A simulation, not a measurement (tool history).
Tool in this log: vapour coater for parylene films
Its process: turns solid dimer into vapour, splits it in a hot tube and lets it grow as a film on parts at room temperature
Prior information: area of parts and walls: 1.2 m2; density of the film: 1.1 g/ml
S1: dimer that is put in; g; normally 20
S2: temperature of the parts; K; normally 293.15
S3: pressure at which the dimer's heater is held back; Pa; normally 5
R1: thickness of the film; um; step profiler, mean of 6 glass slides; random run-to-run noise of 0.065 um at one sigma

Run 1, hour 0: usual settings. Result: R1 11.52 um.
Run 2, hour 75.4: usual settings. Result: R1 11.47 um.
Run 3, hour 119.6: usual settings. Result: R1 11.47 um.
Run 4, hour 185.8: usual settings. Result: R1 11.22 um.
Run 5, hour 268.4: usual settings. Result: R1 11.24 um.
Run 6, hour 342.3: usual settings. Result: R1 11.18 um.
Run 7, hour 409.6: usual settings but S3 8.55 Pa. Result: R1 9.56 um.
Run 8, hour 453: usual settings but S3 8.55 Pa. Result: R1 9.54 um.
Run 9, hour 488: usual settings but S3 8.55 Pa. Result: R1 9.63 um.
Run 10, hour 550.9: usual settings but S3 8.55 Pa. Result: R1 9.52 um.
Run 11, hour 628.9: usual settings but S3 8.55 Pa. Result: R1 9.44 um.
Run 12, hour 678.8: usual settings but S1 9 g. Result: R1 4.83 um.
Run 13, hour 753.4: usual settings but S2 297.15 K. Result: R1 8.94 um.
At hour 776.9: trap's valve overhauled.
Run 14, hour 809.7: usual settings. Result: R1 11.99 um.
Run 15, hour 856.7: usual settings. Result: R1 11.87 um.
Run 16, hour 942.9: usual settings. Result: R1 11.86 um.
Run 17, hour 989.3: usual settings. Result: R1 11.77 um.
Run 18, hour 1037.3: usual settings but S3 9.45 Pa. Result: R1 9.98 um.

Run 19 comes next. What will it give?
Run 19, hour 1087.2: usual settings but S3 9.45 Pa. Result: R1 ?.

{"run 19": {"R1": 9.95}}
Without the tool's hidden state the same run would have given R1 10.31 um.
